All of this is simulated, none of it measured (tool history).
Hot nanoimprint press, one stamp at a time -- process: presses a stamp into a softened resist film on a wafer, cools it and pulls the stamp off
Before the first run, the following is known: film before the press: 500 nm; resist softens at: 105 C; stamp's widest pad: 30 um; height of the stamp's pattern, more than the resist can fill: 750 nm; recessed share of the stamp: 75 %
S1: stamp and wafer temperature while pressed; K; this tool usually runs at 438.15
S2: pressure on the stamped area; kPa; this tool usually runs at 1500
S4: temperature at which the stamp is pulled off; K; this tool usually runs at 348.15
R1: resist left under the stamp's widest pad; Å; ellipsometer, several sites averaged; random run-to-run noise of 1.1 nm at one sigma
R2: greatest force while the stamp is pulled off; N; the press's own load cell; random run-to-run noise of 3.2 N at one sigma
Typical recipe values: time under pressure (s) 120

{"run": 1, "hour": 0.0, "S1": 438.15, "S2": 1500, "time under pressure (s)": 120, "S4": 348.15, "R1": 1919, "R2": 232}
{"run": 2, "hour": 11.5, "S1": 438.15, "S2": 1500, "time under pressure (s)": 120, "S4": 348.15, "R1": 1915, "R2": 233}
{"run": 3, "hour": 22.2, "S1": 438.15, "S2": 1500, "time under pressure (s)": 120, "S4": 348.15, "R1": 1878, "R2": 236}
{"run": 4, "hour": 34.1, "S1": 438.15, "S2": 1500, "time under pressure (s)": 120, "S4": 348.15, "R1": 1894, "R2": 239}
{"run": 5, "hour": 43.7, "S1": 438.15, "S2": 1500, "time under pressure (s)": 120, "S4": 348.15, "R1": 1894, "R2": 245}
{"run": 6, "hour": 55.1, "S1": 438.15, "S2": 1500, "time under pressure (s)": 120, "S4": 348.15, "R1": 1883, "R2": 241}
{"run": 7, "hour": 63.4, "S1": 438.15, "S2": 1500, "time under pressure (s)": 120, "S4": 348.15, "R1": 1891, "R2": 237}
{"run": 8, "hour": 72.2, "S1": 438.15, "S2": 1500, "time under pressure (s)": 120, "S4": 348.15, "R1": 1888, "R2": 239}
{"run": 9, "hour": 78.8, "S1": 438.15, "S2": 1750, "time under pressure (s)": 120, "S4": 348.15, "R1": 1756, "R2": 244}
{"run": 10, "hour": 86.7, "S1": 438.15, "S2": 1750, "time under pressure (s)": 120, "S4": 348.15, "R1": 1763, "R2": 246}
{"run": 11, "hour": 97.6, "S1": 438.15, "S2": 1750, "time under pressure (s)": 120, "S4": 348.15, "R1": 1766, "R2": 258}
{"run": 12, "hour": 105.4, "S1": 438.15, "S2": 1500, "time under pressure (s)": 120, "S4": 348.15, "R1": 1884, "R2": 252}
{"hour": 120.5, "done": "stamp cleaned and given a new release coat"}
{"run": 13, "hour": 123.6, "S1": 438.15, "S2": 1500, "time under pressure (s)": 120, "S4": 348.15, "R1": 1874, "R2": 147}
{"run": 14, "hour": 134.1, "S1": 438.15, "S2": 1500, "time under pressure (s)": 120, "S4": 346.15, "R1": 1870, "R2": 147}
{"run": 15, "hour": 144.7, "S1": 438.15, "S2": 1500, "time under pressure (s)": 120, "S4": 348.15, "R1": 1867, "R2": 148}
{"run": 16, "hour": 153.8, "S1": 447.15, "S2": 1790, "time under pressure (s)": 134, "S4": 334.15, "R1": 1165, "R2": 174}
{"run": 17, "hour": 159.4, "S1": 447.15, "S2": 1490, "time under pressure (s)": 134, "S4": 345.15, "R1": 1260, "R2": 163}
{"run": 18, "hour": 165.3, "S1": 439.15, "S2": 1910, "time under pressure (s)": 120, "S4": 348.15, "R1": 1609, "R2": 157}
{"hour": 169.3, "done": "plate thermocouple calibrated"}
{"run": 19, "hour": 174.7, "S1": 444.15, "S2": 2200, "time under pressure (s)": 120, "S4": 338.15, "R1": 1378, "R2": 168}
{"run": 20, "hour": 180.0, "S1": 444.15, "S2": 1060, "time under pressure (s)": 172, "S4": 335.15, "R1": 1635, "R2": 172}
{"run": 21, "hour": 191.8, "S1": 428.15, "S2": 1640, "time under pressure (s)": 120, "S4": 345.15, "R1": 2910, "R2": 166}
{"run": 22, "hour": 197.4, "S1": 428.15, "S2": 1640, "time under pressure (s)": 120, "S4": 345.15, "R1": 2913, "R2": 162}
{"run": 23, "hour": 205.1, "S1": 428.15, "S2": 1640, "time under pressure (s)": 120, "S4": 345.15, "R1": 2920, "R2": 175}
{"run": 24, "hour": 216.4, "S1": 448.15, "S2": 2350, "time under pressure (s)": 165, "S4": 333.15, "R1": 979, "R2": 193}
{"run": 25, "hour": 223.6, "S1": 448.15, "S2": 2350, "time under pressure (s)": 165, "S4": 333.15, "R1": 967, "R2": 185}
{"run": 26, "hour": 234.7, "S1": 448.15, "S2": 1090, "time under pressure (s)": 165, "S4": 337.15, "R1": 1430, "R2": 188}
{"run": 27, "hour": 245.0, "S1": 442.15, "S2": 1040, "time under pressure (s)": 70, "S4": 356.15, "R1": 2566, "R2": 167}
{"run": 28, "hour": 254.8, "S1": 442.15, "S2": 2070, "time under pressure (s)": 70, "S4": 356.15, "R1": 1894, "R2": 167}
{"run": 29, "hour": 265.5, "S1": 430.15, "S2": 2070, "time under pressure (s)": 98, "S4": 355.15, "R1": 2617, "R2": 163}

Below are 4 alternative next runs, each starting from the tool's condition after run 29. Predict each:
{"run": "A", "hour": 276.7, "S1": 438.15, "S2": 1500, "time under pressure (s)": 120, "S4": 337.15, "R1": "?", "R2": "?"}
{"run": "B", "hour": 276.7, "S1": 450.15, "S2": 1920, "time under pressure (s)": 98, "S4": 355.15, "R1": "?", "R2": "?"}
{"run": "C", "hour": 276.7, "S1": 438.15, "S2": 1500, "time under pressure (s)": 149, "S4": 345.15, "R1": "?", "R2": "?"}
{"run": "D", "hour": 276.7, "S1": 441.15, "S2": 1500, "time under pressure (s)": 120, "S4": 348.15, "R1": "?", "R2": "?"}

run=A R1=2046 R2=195
run=B R1=1264 R2=171
run=C R1=1883 R2=181
run=D R1=1835 R2=177
What these runs would have given with no unlogged condition in the tool:
run=A R1=2064 R2=162
run=B R1=1272 R2=142
run=C R1=1900 R2=151
run=D R1=1851 R2=147
